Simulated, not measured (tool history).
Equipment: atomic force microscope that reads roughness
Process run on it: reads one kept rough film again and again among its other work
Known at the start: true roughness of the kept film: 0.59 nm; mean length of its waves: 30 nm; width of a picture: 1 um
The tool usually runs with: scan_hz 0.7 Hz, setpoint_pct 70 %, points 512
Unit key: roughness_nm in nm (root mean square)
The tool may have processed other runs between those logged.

run 1 hour=0 | scan_hz=0.7 setpoint_pct=70 points=512 | roughness_nm=0.513
-- hour=9.6 new tip fitted
run 2 hour=21.9 | scan_hz=0.7 setpoint_pct=70 points=306 | roughness_nm=0.535
run 3 hour=41.4 | scan_hz=0.7 setpoint_pct=70 points=306 | roughness_nm=0.523
run 4 hour=63.5 | scan_hz=0.7 setpoint_pct=70 points=512 | roughness_nm=0.527
run 5 hour=78.6 | scan_hz=0.7 setpoint_pct=70 points=512 | roughness_nm=0.526
run 6 hour=103.3 | scan_hz=0.7 setpoint_pct=70 points=512 | roughness_nm=0.519
-- hour=128.1 new tip fitted
run 7 hour=131.4 | scan_hz=0.7 setpoint_pct=70 points=512 | roughness_nm=0.551
run 8 hour=150.5 | scan_hz=0.7 setpoint_pct=70 points=512 | roughness_nm=0.544
run 9 hour=177.9 | scan_hz=0.7 setpoint_pct=70 points=512 | roughness_nm=0.528
run 10 hour=207.3 | scan_hz=0.7 setpoint_pct=70 points=512 | roughness_nm=0.517
run 11 hour=222.4 | scan_hz=0.7 setpoint_pct=69 points=512 | roughness_nm=0.519
-- hour=247.1 new tip fitted
run 12 hour=251.2 | scan_hz=0.7 setpoint_pct=69 points=512 | roughness_nm=0.548
run 13 hour=272 | scan_hz=0.7 setpoint_pct=69 points=512 | roughness_nm=0.532
run 14 hour=296.9 | scan_hz=0.7 setpoint_pct=70 points=584 | roughness_nm=0.53
run 15 hour=325.7 | scan_hz=0.7 setpoint_pct=70 points=512 | roughness_nm=0.514
run 16 hour=354.8 | scan_hz=0.7 setpoint_pct=60 points=512 | roughness_nm=0.517
-- hour=366.6 new tip fitted
run 17 hour=368.3 | scan_hz=0.7 setpoint_pct=60 points=512 | roughness_nm=0.559
run 18 hour=396.2 | scan_hz=0.7 setpoint_pct=60 points=512 | roughness_nm=0.545
run 19 hour=418.5 | scan_hz=0.7 setpoint_pct=60 points=512 | roughness_nm=0.541
run 20 hour=435.8 | scan_hz=0.7 setpoint_pct=76 points=512 | roughness_nm=0.516
run 21 hour=456.4 | scan_hz=0.7 setpoint_pct=70 points=828 | roughness_nm=0.522
run 22 hour=471.1 | scan_hz=0.7 setpoint_pct=70 points=828 | roughness_nm=0.513
-- hour=485.5 new tip fitted
run 23 hour=495.7 | scan_hz=0.7 setpoint_pct=70 points=828 | roughness_nm=0.542
run 24 hour=507.6 | scan_hz=1.742 setpoint_pct=70 points=314 | roughness_nm=0.511
run 25 hour=526.6 | scan_hz=1.742 setpoint_pct=70 points=314 | roughness_nm=0.506
run 26 hour=549.4 | scan_hz=1.742 setpoint_pct=70 points=314 | roughness_nm=0.493
run 27 hour=568.4 | scan_hz=1.742 setpoint_pct=70 points=314 | roughness_nm=0.491
run 28 hour=592 | scan_hz=1.155 setpoint_pct=70 points=515 | roughness_nm=0.497
-- hour=604.9 new tip fitted
run 29 hour=616.3 | scan_hz=0.783 setpoint_pct=60 points=685 | roughness_nm=0.542
run 30 hour=632.8 | scan_hz=0.783 setpoint_pct=60 points=685 | roughness_nm=0.543
run 31 hour=656.2 | scan_hz=0.783 setpoint_pct=56 points=387 | roughness_nm=0.537
run 32 hour=669.4 | scan_hz=3.013 setpoint_pct=78 points=632 | roughness_nm=0.433
run 33 hour=690.1 | scan_hz=0.7 setpoint_pct=86 points=612 | roughness_nm=0.503
run 34 hour=715.5 | scan_hz=1.218 setpoint_pct=74 points=986 | roughness_nm=0.493
-- hour=724.1 new tip fitted
run 35 hour=729.9 | scan_hz=0.928 setpoint_pct=84 points=953 | roughness_nm=0.51
run 36 hour=754.5 | scan_hz=0.527 setpoint_pct=68 points=320 | roughness_nm=0.546
run 37 hour=768.5 | scan_hz=0.911 setpoint_pct=86 points=512 | roughness_nm=0.498
run 38 hour=785.4 | scan_hz=0.911 setpoint_pct=86 points=512 | roughness_nm=0.494
run 39 hour=797.6 | scan_hz=0.911 setpoint_pct=86 points=512 | roughness_nm=0.493
run 40 hour=813.3 | scan_hz=0.911 setpoint_pct=86 points=512 | roughness_nm=0.486
run 41 hour=830.9 | scan_hz=3.145 setpoint_pct=58 points=509 | roughness_nm=0.494
-- hour=843.6 new tip fitted
run 42 hour=846 | scan_hz=3.145 setpoint_pct=58 points=509 | roughness_nm=0.52

Run by run, hidden condition taken away, random variation retained:
The tool's hidden condition here consists of: radius of the tip, nm; height scale over the true one, %; drift of the gauge itself on roughness_nm, %.
run=1 roughness_nm=0.553
run=2 roughness_nm=0.543
run=3 roughness_nm=0.538
run=4 roughness_nm=0.551
run=5 roughness_nm=0.554
run=6 roughness_nm=0.556
run=7 roughness_nm=0.555
run=8 roughness_nm=0.555
run=9 roughness_nm=0.549
run=10 roughness_nm=0.549
run=11 roughness_nm=0.555
run=12 roughness_nm=0.553
run=13 roughness_nm=0.545
run=14 roughness_nm=0.552
run=15 roughness_nm=0.546
run=16 roughness_nm=0.559
run=17 roughness_nm=0.564
run=18 roughness_nm=0.561
run=19 roughness_nm=0.565
run=20 roughness_nm=0.545
run=21 roughness_nm=0.559
run=22 roughness_nm=0.553
run=23 roughness_nm=0.549
run=24 roughness_nm=0.522
run=25 roughness_nm=0.524
run=26 roughness_nm=0.518
run=27 roughness_nm=0.523
run=28 roughness_nm=0.538
run=29 roughness_nm=0.551
run=30 roughness_nm=0.558
run=31 roughness_nm=0.561
run=32 roughness_nm=0.456
run=33 roughness_nm=0.536
run=34 roughness_nm=0.534
run=35 roughness_nm=0.516
run=36 roughness_nm=0.562
run=37 roughness_nm=0.517
run=38 roughness_nm=0.518
run=39 roughness_nm=0.523
run=40 roughness_nm=0.52
run=41 roughness_nm=0.535
run=42 roughness_nm=0.526

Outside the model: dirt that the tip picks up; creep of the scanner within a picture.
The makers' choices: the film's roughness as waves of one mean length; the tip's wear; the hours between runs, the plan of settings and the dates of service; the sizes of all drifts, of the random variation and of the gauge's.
